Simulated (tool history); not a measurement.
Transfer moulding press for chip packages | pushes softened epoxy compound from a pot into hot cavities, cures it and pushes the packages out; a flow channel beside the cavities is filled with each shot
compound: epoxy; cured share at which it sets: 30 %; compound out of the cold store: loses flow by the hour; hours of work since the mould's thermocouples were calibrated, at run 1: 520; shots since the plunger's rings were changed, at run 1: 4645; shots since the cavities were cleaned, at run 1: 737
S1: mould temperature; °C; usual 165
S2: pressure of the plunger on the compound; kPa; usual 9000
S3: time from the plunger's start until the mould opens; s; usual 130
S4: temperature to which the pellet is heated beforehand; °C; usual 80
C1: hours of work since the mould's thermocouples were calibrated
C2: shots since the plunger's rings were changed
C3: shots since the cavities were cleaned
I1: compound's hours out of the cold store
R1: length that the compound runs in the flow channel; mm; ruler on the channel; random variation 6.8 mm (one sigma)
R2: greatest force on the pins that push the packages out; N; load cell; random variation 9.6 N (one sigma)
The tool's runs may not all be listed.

run   hour   S1     S2   S3  S4   C1    C2   C3    I1    R1   R2
  1    0.0  165   9000  130  80  520  4645  737  20.0   889  454
       5.8  -- cavities cleaned with cleaning compound and waxed
  2   42.2  165   9000  130  80  538  4886  215  26.4   856  450
  3   78.1  165  10880  130  80  553  5098  427  38.4   860  443
  4  119.9  165   7730  130  80  571  5344  673  27.9   785  456
     133.7  -- cavities cleaned with cleaning compound and waxed
  5  156.0  165  10930  130  80  586  5549  132   8.8  1038  452
  6  212.3  165  10930  130  80  610  5881  464  17.8   999  459
  7  249.2  165   9000  130  80  626  6099  682   8.0   962  464
     262.6  -- cavities cleaned with cleaning compound and waxed
  8  290.9  165   9000  130  80  643  6337  167  10.8   933  462
     327.5  -- plunger's sealing rings changed
  9  351.5  165   9000  130  73  668   142  510  35.8   818  450
     395.6  -- cavities cleaned with cleaning compound and waxed
 10  401.8  165   9000  130  73  689   430   36  40.1   793  438
 11  439.3  165   9000  130  80  705   652  258  21.2   890  447
 12  473.7  165   9000  130  80  720   855  461  29.1   842  463
     523.9  -- cavities cleaned with cleaning compound and waxed
 13  526.5  170   8140  130  80  742  1158   15  46.2   703  409
     575.4  -- mould's thermocouples calibrated
 14  582.4  161   8430  130  80    3  1476  333  10.1   928  549
 15  629.0  162   8650  130  73   23  1751  608  33.5   818  468
     655.0  -- cavities cleaned with cleaning compound and waxed
 16  677.8  162   8650  130  73   43  2031  135  14.3   920  502
 17  735.8  168   8920  159  87   68  2374  478  17.6   887  405
 18  768.2  170   9000  167  80   82  2565  669  40.6   748  407
     783.0  -- cavities cleaned with cleaning compound and waxed
 19  821.8  157  10620  141  72  104  2872  228  17.6  1025  592
 20  857.8  167  10690  170  86  120  3085  441  35.4   881  410
 21  891.0  167  10690  170  86  134  3281  637  36.4   867  414

How the hidden state differs across the entries between the runs, from the last listed run before each to the first after it:
Between runs 1 and 2: cavities cleaned with cleaning compound and waxed (hour 5.8)
  pressure that reaches the compound, % of what is set: 99.66 -> 99.64; grip of the stained cavities, % over clean ones': 1 -> 0.4
Between runs 4 and 5: cavities cleaned with cleaning compound and waxed (hour 133.7)
  pressure that reaches the compound, % of what is set: 99.61 -> 99.59; grip of the stained cavities, % over clean ones': 0.9 -> 0.2
Between runs 7 and 8: cavities cleaned with cleaning compound and waxed (hour 262.6)
  pressure that reaches the compound, % of what is set: 99.55 -> 99.53; grip of the stained cavities, % over clean ones': 0.9 -> 0.3
Between runs 8 and 9: plunger's sealing rings changed (hour 327.5)
  pressure that reaches the compound, % of what is set: 99.53 -> 99.98; grip of the stained cavities, % over clean ones': 0.3 -> 0.8
Between runs 9 and 10: cavities cleaned with cleaning compound and waxed (hour 395.6)
  pressure that reaches the compound, % of what is set: 99.98 -> 99.96; grip of the stained cavities, % over clean ones': 0.8 -> 0.1
Between runs 12 and 13: cavities cleaned with cleaning compound and waxed (hour 523.9)
  pressure that reaches the compound, % of what is set: 99.93 -> 99.9; grip of the stained cavities, % over clean ones': 0.7 -> 0
Between runs 13 and 14: mould's thermocouples calibrated (hour 575.4)
  true mould temperature over the reading, C: -0.02 -> 0; pressure that reaches the compound, % of what is set: 99.9 -> 99.88; grip of the stained cavities, % over clean ones': 0 -> 0.6
Between runs 15 and 16: cavities cleaned with cleaning compound and waxed (hour 655.0)
  pressure that reaches the compound, % of what is set: 99.86 -> 99.84; grip of the stained cavities, % over clean ones': 0.9 -> 0.2
Between runs 18 and 19: cavities cleaned with cleaning compound and waxed (hour 783.0)
  pressure that reaches the compound, % of what is set: 99.8 -> 99.78; grip of the stained cavities, % over clean ones': 0.9 -> 0.4

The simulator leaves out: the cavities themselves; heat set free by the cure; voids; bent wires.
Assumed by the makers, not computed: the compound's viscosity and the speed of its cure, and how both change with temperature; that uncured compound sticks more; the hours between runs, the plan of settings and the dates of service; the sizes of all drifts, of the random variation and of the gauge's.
